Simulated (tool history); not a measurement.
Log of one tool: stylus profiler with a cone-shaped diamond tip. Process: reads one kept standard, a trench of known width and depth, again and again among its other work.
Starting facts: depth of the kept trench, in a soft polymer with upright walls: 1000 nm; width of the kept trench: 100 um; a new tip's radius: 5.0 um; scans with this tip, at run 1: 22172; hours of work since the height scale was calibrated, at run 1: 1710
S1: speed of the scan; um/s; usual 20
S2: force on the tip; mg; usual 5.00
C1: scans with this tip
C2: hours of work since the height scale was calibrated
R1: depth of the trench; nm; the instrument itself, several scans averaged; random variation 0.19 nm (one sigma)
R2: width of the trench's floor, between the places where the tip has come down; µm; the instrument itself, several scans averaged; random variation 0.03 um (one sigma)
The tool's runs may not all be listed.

run	day	S1	S2	C1	C2	R1	R2
1	0.000	20	5.00	22172	1710	1016.94	90.88
2	2.608	20	5.00	22507	1736	1016.94	90.72
3	7.067	20	5.00	23080	1780	1017.10	90.64
4	9.600	20	5.00	23406	1805	1017.08	90.66
5	12.850	20	5.00	23824	1837	1017.54	90.58
# day 13.158: height scale calibrated on a step standard
6	17.379	20	5.00	24403	42	1019.24	90.55
7	20.517	16	1.74	24806	73	1012.38	90.48
8	23.921	8	3.80	25244	107	1016.90	90.47
9	27.629	12	7.01	25721	143	1022.30	90.38
10	31.350	11	5.63	26199	180	1020.57	90.34
# day 32.092: height scale calibrated on a step standard, once more
11	33.504	11	5.63	26473	14	1013.54	90.38
12	37.758	43	5.19	27020	56	1012.71	90.14

3 options for the next run, each taken on its own from the tool as it stands now. Forecast them:
A	41.371	7	3.77	27485	92	?	?
B	41.371	21	11.41	27485	92	?	?
C	41.371	43	3.19	27485	92	?	?

run	R1	R2
A	1010.56	90.20
B	1021.83	90.19
C	1009.41	90.05
Stripped of hidden state, with their random variation kept, the same runs would have yielded:
run	R1	R2
A	1010.71	93.97
B	1021.98	93.96
C	1009.56	93.82
